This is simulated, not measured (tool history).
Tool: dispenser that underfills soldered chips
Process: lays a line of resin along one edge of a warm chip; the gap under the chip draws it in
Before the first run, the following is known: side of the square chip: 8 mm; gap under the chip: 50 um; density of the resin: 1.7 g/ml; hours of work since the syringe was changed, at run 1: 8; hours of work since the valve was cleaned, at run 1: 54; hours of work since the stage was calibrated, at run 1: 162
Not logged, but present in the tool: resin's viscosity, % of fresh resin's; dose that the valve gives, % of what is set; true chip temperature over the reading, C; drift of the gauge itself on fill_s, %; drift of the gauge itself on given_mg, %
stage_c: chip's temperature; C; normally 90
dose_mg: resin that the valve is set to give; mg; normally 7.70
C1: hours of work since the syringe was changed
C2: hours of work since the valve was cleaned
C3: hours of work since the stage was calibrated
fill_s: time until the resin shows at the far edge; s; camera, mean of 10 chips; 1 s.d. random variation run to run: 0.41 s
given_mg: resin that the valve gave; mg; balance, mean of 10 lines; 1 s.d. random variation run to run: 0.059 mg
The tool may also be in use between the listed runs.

run 1 hour=0.0 | stage_c=90 dose_mg=7.70 | C1=8 C2=54 C3=162 | fill_s=56.6 given_mg=7.34
-- hour=2.2 new syringe of resin
run 2 hour=15.6 | stage_c=90 dose_mg=7.22 | C1=8 C2=64 C3=171 | fill_s=58.6 given_mg=6.77
-- hour=18.5 new syringe of resin
run 3 hour=26.2 | stage_c=95 dose_mg=7.22 | C1=5 C2=70 C3=178 | fill_s=37.3 given_mg=6.79
-- hour=33.7 new syringe of resin
run 4 hour=33.7 | stage_c=95 dose_mg=7.22 | C1=0 C2=75 C3=182 | fill_s=25.1 given_mg=6.58
run 5 hour=44.5 | stage_c=95 dose_mg=7.22 | C1=7 C2=82 C3=189 | fill_s=43.1 given_mg=6.66
-- hour=49.2 new syringe of resin
run 6 hour=59.7 | stage_c=95 dose_mg=7.22 | C1=7 C2=91 C3=198 | fill_s=42.3 given_mg=6.66
-- hour=65.2 new syringe of resin
-- hour=73.2 dispensing valve cleaned and set on the balance
run 7 hour=76.0 | stage_c=95 dose_mg=7.22 | C1=6 C2=2 C3=208 | fill_s=40.7 given_mg=7.30
-- hour=81.3 new syringe of resin
run 8 hour=86.3 | stage_c=95 dose_mg=7.22 | C1=3 C2=8 C3=214 | fill_s=31.3 given_mg=7.15
-- hour=97.5 new syringe of resin
run 9 hour=101.5 | stage_c=95 dose_mg=7.22 | C1=2 C2=17 C3=223 | fill_s=29.9 given_mg=7.03
run 10 hour=109.8 | stage_c=95 dose_mg=7.70 | C1=8 C2=22 C3=228 | fill_s=44.9 given_mg=7.61
-- hour=112.9 new syringe of resin
run 11 hour=119.3 | stage_c=92 dose_mg=7.70 | C1=4 C2=28 C3=234 | fill_s=37.7 given_mg=7.43
run 12 hour=125.9 | stage_c=92 dose_mg=7.70 | C1=8 C2=32 C3=238 | fill_s=52.4 given_mg=7.42
-- hour=129.0 new syringe of resin
run 13 hour=136.3 | stage_c=98 dose_mg=7.70 | C1=5 C2=39 C3=244 | fill_s=31.6 given_mg=7.29
-- hour=144.3 new syringe of resin
run 14 hour=146.7 | stage_c=98 dose_mg=7.70 | C1=2 C2=45 C3=251 | fill_s=25.4 given_mg=7.33
run 15 hour=154.4 | stage_c=98 dose_mg=7.70 | C1=6 C2=50 C3=255 | fill_s=37.3 given_mg=7.30
-- hour=159.8 new syringe of resin
run 16 hour=167.8 | stage_c=75 dose_mg=8.17 | C1=5 C2=58 C3=264 | fill_s=80.2 given_mg=7.87
-- hour=175.0 new syringe of resin
run 17 hour=177.4 | stage_c=91 dose_mg=9.00 | C1=1 C2=64 C3=269 | fill_s=30.4 given_mg=8.50
run 18 hour=189.3 | stage_c=88 dose_mg=7.92 | C1=9 C2=71 C3=277 | fill_s=64.4 given_mg=7.48
-- hour=190.4 new syringe of resin
run 19 hour=197.8 | stage_c=75 dose_mg=9.26 | C1=5 C2=76 C3=282 | fill_s=75.1 given_mg=8.69
-- hour=205.6 new syringe of resin
run 20 hour=212.5 | stage_c=93 dose_mg=9.93 | C1=4 C2=85 C3=291 | fill_s=36.7 given_mg=9.21
run 21 hour=218.9 | stage_c=98 dose_mg=9.71 | C1=8 C2=89 C3=295 | fill_s=42.6 given_mg=8.84
-- hour=221.5 new syringe of resin
run 22 hour=231.7 | stage_c=90 dose_mg=9.71 | C1=6 C2=97 C3=303 | fill_s=49.1 given_mg=8.92
-- hour=235.9 dispensing valve cleaned and set on the balance
-- hour=238.3 new syringe of resin
run 23 hour=245.3 | stage_c=94 dose_mg=7.74 | C1=4 C2=6 C3=310 | fill_s=36.4 given_mg=7.69
-- hour=254.2 new syringe of resin
run 24 hour=257.1 | stage_c=94 dose_mg=8.66 | C1=2 C2=13 C3=318 | fill_s=28.6 given_mg=8.56
-- hour=269.4 new syringe of resin
run 25 hour=269.8 | stage_c=87 dose_mg=7.32 | C1=0 C2=21 C3=325 | fill_s=34.3 given_mg=7.10
run 26 hour=280.5 | stage_c=85 dose_mg=6.75 | C1=7 C2=27 C3=332 | fill_s=66.1 given_mg=6.62
-- hour=285.3 new syringe of resin
run 27 hour=292.6 | stage_c=94 dose_mg=6.69 | C1=5 C2=35 C3=339 | fill_s=39.2 given_mg=6.48
-- hour=301.3 new syringe of resin
run 28 hour=303.5 | stage_c=94 dose_mg=6.69 | C1=1 C2=41 C3=346 | fill_s=30.2 given_mg=6.45
-- hour=316.8 new syringe of resin
run 29 hour=317.7 | stage_c=100 dose_mg=8.16 | C1=1 C2=50 C3=355 | fill_s=22.1 given_mg=7.86

Below are 3 alternative next runs, each starting from the tool's condition after run 29. Predict each:
-- hour=332.2 new syringe of resin
run A hour=332.2 | stage_c=84 dose_mg=8.16 | C1=0 C2=59 C3=363 | fill_s=? given_mg=?
-- hour=332.2 new syringe of resin
run B hour=332.2 | stage_c=78 dose_mg=9.32 | C1=0 C2=59 C3=363 | fill_s=? given_mg=?
-- hour=332.2 new syringe of resin
run C hour=332.2 | stage_c=105 dose_mg=7.81 | C1=0 C2=59 C3=363 | fill_s=? given_mg=?

run=A fill_s=38.2 given_mg=7.73
run=B fill_s=47.2 given_mg=8.89
run=C fill_s=17.8 given_mg=7.43
With no hidden state in the tool, these same runs would have given:
run=A fill_s=34.4 given_mg=8.18
run=B fill_s=42.6 given_mg=9.40
run=C fill_s=16.1 given_mg=7.86
